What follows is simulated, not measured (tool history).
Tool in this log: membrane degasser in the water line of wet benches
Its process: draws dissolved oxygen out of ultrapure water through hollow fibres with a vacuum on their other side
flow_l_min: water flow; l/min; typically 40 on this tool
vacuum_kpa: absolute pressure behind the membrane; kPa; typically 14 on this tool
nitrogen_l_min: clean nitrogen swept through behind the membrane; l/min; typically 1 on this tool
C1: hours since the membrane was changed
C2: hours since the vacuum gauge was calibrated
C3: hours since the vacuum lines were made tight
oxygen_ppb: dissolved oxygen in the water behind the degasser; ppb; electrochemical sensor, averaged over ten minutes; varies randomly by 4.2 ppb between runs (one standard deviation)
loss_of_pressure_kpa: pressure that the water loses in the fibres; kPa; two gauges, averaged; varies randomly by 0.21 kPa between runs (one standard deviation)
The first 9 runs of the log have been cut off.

Run 10, hour 1927.8: usual settings; C1 10202; C2 3762; C3 1278. Result: oxygen_ppb 815.3 ppb, loss_of_pressure_kpa 50.82 kPa.
Run 11, hour 2131.8: usual settings; C1 10406; C2 3966; C3 1482. Result: oxygen_ppb 811.4 ppb, loss_of_pressure_kpa 51.01 kPa.
Run 12, hour 2362.5: usual settings; C1 10637; C2 4197; C3 1713. Result: oxygen_ppb 808.9 ppb, loss_of_pressure_kpa 50.29 kPa.
Run 13, hour 2533.3: usual settings but vacuum_kpa 24.6 kPa; C1 10807; C2 4367; C3 1884. Result: oxygen_ppb 1457.4 ppb, loss_of_pressure_kpa 50.52 kPa.
Run 14, hour 2695.6: usual settings but vacuum_kpa 24.6 kPa; C1 10970; C2 4530; C3 2046. Result: oxygen_ppb 1487.4 ppb, loss_of_pressure_kpa 50.91 kPa.
Run 15, hour 2861.1: usual settings but vacuum_kpa 24.6 kPa; C1 11135; C2 4695; C3 2211. Result: oxygen_ppb 1478.3 ppb, loss_of_pressure_kpa 50.61 kPa.
Run 16, hour 3145.7: usual settings but vacuum_kpa 24.6 kPa; C1 11420; C2 4980; C3 2496. Result: oxygen_ppb 1475.6 ppb, loss_of_pressure_kpa 50.74 kPa.
Run 17, hour 3284.7: usual settings but vacuum_kpa 32.5 kPa, nitrogen_l_min 1.95 l/min; C1 11559; C2 5119; C3 2635. Result: oxygen_ppb 1167.3 ppb, loss_of_pressure_kpa 50.62 kPa.
Run 18, hour 3466.1: usual settings but flow_l_min 38 l/min, vacuum_kpa 8.5 kPa, nitrogen_l_min 2.6 l/min; C1 11740; C2 5300; C3 2816. Result: oxygen_ppb 192.8 ppb, loss_of_pressure_kpa 48.08 kPa.
Run 19, hour 3663.6: usual settings but flow_l_min 38 l/min, vacuum_kpa 11.5 kPa, nitrogen_l_min 2.6 l/min; C1 11938; C2 5498; C3 3014. Result: oxygen_ppb 286.5 ppb, loss_of_pressure_kpa 48.66 kPa.
Run 20, hour 3862.5: usual settings but flow_l_min 38 l/min, vacuum_kpa 11.5 kPa, nitrogen_l_min 2.6 l/min; C1 12137; C2 5697; C3 3213. Result: oxygen_ppb 289.5 ppb, loss_of_pressure_kpa 48.29 kPa.
Run 21, hour 4054: usual settings but flow_l_min 38 l/min, vacuum_kpa 11.5 kPa, nitrogen_l_min 2.6 l/min; C1 12328; C2 5888; C3 3404. Result: oxygen_ppb 287.7 ppb, loss_of_pressure_kpa 47.88 kPa.
Run 22, hour 4279: usual settings but flow_l_min 38 l/min, vacuum_kpa 8.4 kPa, nitrogen_l_min 0.58 l/min; C1 12553; C2 6113; C3 3629. Result: oxygen_ppb 590.5 ppb, loss_of_pressure_kpa 48.1 kPa.
Run 23, hour 4500.2: usual settings but flow_l_min 38 l/min, vacuum_kpa 11.8 kPa, nitrogen_l_min 1.98 l/min; C1 12774; C2 6334; C3 3850. Result: oxygen_ppb 374.1 ppb, loss_of_pressure_kpa 48.19 kPa.
Run 24, hour 4679.3: usual settings but flow_l_min 46 l/min, vacuum_kpa 12.1 kPa, nitrogen_l_min 0.74 l/min; C1 12953; C2 6513; C3 4030. Result: oxygen_ppb 931.6 ppb, loss_of_pressure_kpa 58.13 kPa.
Run 25, hour 4908.3: usual settings but flow_l_min 46 l/min, vacuum_kpa 25.2 kPa, nitrogen_l_min 1.33 l/min; C1 13182; C2 6742; C3 4259. Result: oxygen_ppb 1375.6 ppb, loss_of_pressure_kpa 58.11 kPa.
Run 26, hour 5130: usual settings but flow_l_min 37 l/min, vacuum_kpa 9.2 kPa, nitrogen_l_min 0.48 l/min; C1 13404; C2 6964; C3 4480. Result: oxygen_ppb 741.5 ppb, loss_of_pressure_kpa 46.68 kPa.
Run 27, hour 5275.9: usual settings but vacuum_kpa 19.3 kPa, nitrogen_l_min 0.94 l/min; C1 13550; C2 7110; C3 4626. Result: oxygen_ppb 1214.4 ppb, loss_of_pressure_kpa 50.77 kPa.
Run 28, hour 5563.2: usual settings but flow_l_min 30 l/min, vacuum_kpa 24.7 kPa; C1 13837; C2 7397; C3 4914. Result: oxygen_ppb 1190.8 ppb, loss_of_pressure_kpa 38.11 kPa.
Run 29, hour 5729: usual settings but flow_l_min 37 l/min, vacuum_kpa 24.7 kPa, nitrogen_l_min 1.19 l/min; C1 14003; C2 7563; C3 5079. Result: oxygen_ppb 1239.7 ppb, loss_of_pressure_kpa 46.75 kPa.
Run 30, hour 5867.9: usual settings but flow_l_min 35 l/min, vacuum_kpa 12 kPa, nitrogen_l_min 2.61 l/min; C1 14142; C2 7702; C3 5218. Result: oxygen_ppb 278.5 ppb, loss_of_pressure_kpa 44.5 kPa.
Run 31, hour 5994.6: usual settings but vacuum_kpa 31.6 kPa; C1 14269; C2 7829; C3 5345. Result: oxygen_ppb 1862.9 ppb, loss_of_pressure_kpa 50.49 kPa.
Run 32, hour 6227.9: usual settings but vacuum_kpa 31.6 kPa; C1 14502; C2 8062; C3 5578. Result: oxygen_ppb 1865.4 ppb, loss_of_pressure_kpa 50.4 kPa.

4 options for the next run, each taken on its own from the tool as it stands now. Forecast them:
Run A, hour 6494.3: usual settings but vacuum_kpa 23.9 kPa; C1 14768; C2 8328; C3 5845. Result: oxygen_ppb ?, loss_of_pressure_kpa ?.
Run B, hour 6494.3: usual settings but vacuum_kpa 8.7 kPa; C1 14768; C2 8328; C3 5845. Result: oxygen_ppb ?, loss_of_pressure_kpa ?.
Run C, hour 6494.3: usual settings but flow_l_min 53 l/min, vacuum_kpa 25.1 kPa, nitrogen_l_min 1.42 l/min; C1 14768; C2 8328; C3 5845. Result: oxygen_ppb ?, loss_of_pressure_kpa ?.
Run D, hour 6494.3: usual settings but vacuum_kpa 20 kPa, nitrogen_l_min 1.21 l/min; C1 14768; C2 8328; C3 5845. Result: oxygen_ppb ?, loss_of_pressure_kpa ?.

run  oxygen_ppb  loss_of_pressure_kpa
  A      1440.8                 50.81
  B       440.3                 50.66
  C      1453.6                 66.88
  D      1044.7                  50.7
Without the tool's hidden state the same runs would have given:
run  oxygen_ppb  loss_of_pressure_kpa
  A      1440.2                 50.72
  B       439.7                 50.56
  C      1452.9                 66.76
  D      1044.1                  50.6
